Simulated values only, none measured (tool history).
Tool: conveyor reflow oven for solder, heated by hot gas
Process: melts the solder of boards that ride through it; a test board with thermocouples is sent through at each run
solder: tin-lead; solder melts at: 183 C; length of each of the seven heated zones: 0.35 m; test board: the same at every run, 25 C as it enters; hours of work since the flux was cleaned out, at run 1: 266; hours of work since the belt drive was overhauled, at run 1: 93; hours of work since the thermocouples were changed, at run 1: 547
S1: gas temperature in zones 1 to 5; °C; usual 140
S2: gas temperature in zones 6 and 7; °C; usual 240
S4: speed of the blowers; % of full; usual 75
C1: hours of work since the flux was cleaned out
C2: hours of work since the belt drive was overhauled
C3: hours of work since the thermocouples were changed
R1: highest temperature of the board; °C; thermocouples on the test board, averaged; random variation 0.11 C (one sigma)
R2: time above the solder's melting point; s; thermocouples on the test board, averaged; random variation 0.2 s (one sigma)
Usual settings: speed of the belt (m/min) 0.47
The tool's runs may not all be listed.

Run 1, hour 0: usual settings; C1 266; C2 93; C3 547. Result: R1 230.1 °C, R2 78.5 s.
Run 2, hour 8.9: usual settings; C1 271; C2 98; C3 552. Result: R1 229.9 °C, R2 78.6 s.
Run 3, hour 13: usual settings but S2 241 °C; C1 273; C2 100; C3 554. Result: R1 230.8 °C, R2 79.1 s.
Run 4, hour 20.7: usual settings but speed of the belt (m/min) 0.542; C1 277; C2 104; C3 558. Result: R1 225.6 °C, R2 64.7 s.
Run 5, hour 25: usual settings but speed of the belt (m/min) 0.542; C1 279; C2 106; C3 560. Result: R1 225.8 °C, R2 65.1 s.
Run 6, hour 32.5: usual settings; C1 283; C2 110; C3 564. Result: R1 230 °C, R2 78.5 s.
Run 7, hour 37.7: usual settings but S1 148 °C; C1 286; C2 113; C3 567. Result: R1 231.2 °C, R2 82.1 s.
Run 8, hour 44.3: usual settings but S1 148 °C; C1 290; C2 117; C3 570. Result: R1 231 °C, R2 82.2 s.
Run 9, hour 48.7: usual settings but speed of the belt (m/min) 0.477, S4 52 % of full; C1 292; C2 119; C3 573. Result: R1 224.7 °C, R2 72.9 s.
Run 10, hour 58.8: usual settings but S2 230 °C, speed of the belt (m/min) 0.409; C1 297; C2 124; C3 578. Result: R1 224.1 °C, R2 86.6 s.
Run 11, hour 66: usual settings but S2 230 °C, speed of the belt (m/min) 0.409; C1 301; C2 128; C3 582. Result: R1 224 °C, R2 86.5 s.
Run 12, hour 73.7: usual settings but S4 80 % of full; C1 305; C2 132; C3 586. Result: R1 230.7 °C, R2 78.6 s.

Forecast run 13:
Run 13, hour 83.3: usual settings but S1 137 °C, speed of the belt (m/min) 0.528, S4 80 % of full; C1 310; C2 137; C3 591. Result: R1 ?, R2 ?.

R1: 227.1 °C
R2: 66.5 s
Without the tool's hidden state the same run would have given R1 226.2 °C, R2 65.9 s.

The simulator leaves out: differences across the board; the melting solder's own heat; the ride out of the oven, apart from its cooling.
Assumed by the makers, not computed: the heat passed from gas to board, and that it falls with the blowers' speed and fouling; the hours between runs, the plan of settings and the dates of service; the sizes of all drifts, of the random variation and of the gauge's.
